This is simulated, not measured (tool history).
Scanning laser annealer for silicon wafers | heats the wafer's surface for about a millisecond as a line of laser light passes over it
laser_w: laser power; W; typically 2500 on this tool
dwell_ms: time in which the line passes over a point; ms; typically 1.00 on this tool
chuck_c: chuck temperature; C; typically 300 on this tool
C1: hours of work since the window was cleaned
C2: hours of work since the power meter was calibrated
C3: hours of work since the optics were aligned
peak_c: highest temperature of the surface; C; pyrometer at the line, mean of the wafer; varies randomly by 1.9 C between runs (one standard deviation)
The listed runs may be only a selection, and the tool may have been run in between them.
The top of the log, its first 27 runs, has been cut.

Run 28, day 43.796: usual settings but laser_w 2454 W; C1 245; C2 155; C3 742. Result: peak_c 1064 C.
Run 29, day 44.804: usual settings but laser_w 2265 W, dwell_ms 0.86 ms, chuck_c 283 C; C1 255; C2 165; C3 752. Result: peak_c 929 C.
Run 30, day 45.804: usual settings but laser_w 2265 W, dwell_ms 1.18 ms, chuck_c 283 C; C1 265; C2 176; C3 762. Result: peak_c 1057 C.
Run 31, day 47.233: usual settings but laser_w 2265 W, dwell_ms 1.18 ms, chuck_c 283 C; C1 280; C2 190; C3 777. Result: peak_c 1054 C.
Run 32, day 49.312: usual settings but laser_w 2265 W, dwell_ms 1.18 ms, chuck_c 283 C; C1 301; C2 211; C3 798. Result: peak_c 1051 C.
At day 51.021: optics aligned, line set to its width.
Run 33, day 51.196: usual settings but laser_w 2495 W, dwell_ms 0.97 ms, chuck_c 330 C; C1 318; C2 228; C3 2. Result: peak_c 1100 C.
Run 34, day 52.929: usual settings but laser_w 2495 W, dwell_ms 0.97 ms, chuck_c 330 C; C1 335; C2 246; C3 19. Result: peak_c 1097 C.
Run 35, day 54.442: usual settings but laser_w 2495 W, dwell_ms 0.97 ms, chuck_c 330 C; C1 351; C2 261; C3 35. Result: peak_c 1096 C.
Run 36, day 55.612: usual settings but laser_w 2526 W, dwell_ms 1.11 ms, chuck_c 288 C; C1 362; C2 273; C3 47. Result: peak_c 1130 C.
Run 37, day 57.800: usual settings but laser_w 2526 W, dwell_ms 1.11 ms, chuck_c 288 C; C1 385; C2 295; C3 69. Result: peak_c 1126 C.
Run 38, day 59.817: usual settings but laser_w 2565 W, dwell_ms 0.80 ms, chuck_c 286 C; C1 405; C2 316; C3 89. Result: peak_c 992 C.
Run 39, day 61.150: usual settings but laser_w 2565 W, dwell_ms 0.80 ms, chuck_c 286 C; C1 419; C2 329; C3 103. Result: peak_c 990 C.
Run 40, day 62.883: usual settings but laser_w 2565 W, dwell_ms 0.80 ms, chuck_c 286 C; C1 436; C2 347; C3 120. Result: peak_c 987 C.
Run 41, day 64.112: usual settings but laser_w 2565 W, dwell_ms 0.80 ms, chuck_c 286 C; C1 449; C2 359; C3 133. Result: peak_c 987 C.
Run 42, day 65.629: usual settings but laser_w 2565 W, dwell_ms 0.80 ms, chuck_c 286 C; C1 464; C2 374; C3 148. Result: peak_c 984 C.

3 options for the next run, each taken on its own from the tool as it stands now. Forecast them:
Run A, day 68.042: usual settings but laser_w 2132 W, dwell_ms 0.80 ms, chuck_c 269 C; C1 488; C2 399; C3 173. Result: peak_c ?.
Run B, day 68.042: usual settings but laser_w 2607 W, dwell_ms 1.16 ms; C1 488; C2 399; C3 173. Result: peak_c ?.
Run C, day 68.042: usual settings but laser_w 2441 W, dwell_ms 1.23 ms; C1 488; C2 399; C3 173. Result: peak_c ?.

run  peak_c
  A     840
  B    1182
  C    1149
With the hidden condition removed and each run's random variation left untouched, the same runs would have given:
run  peak_c
  A     865
  B    1220
  C    1186
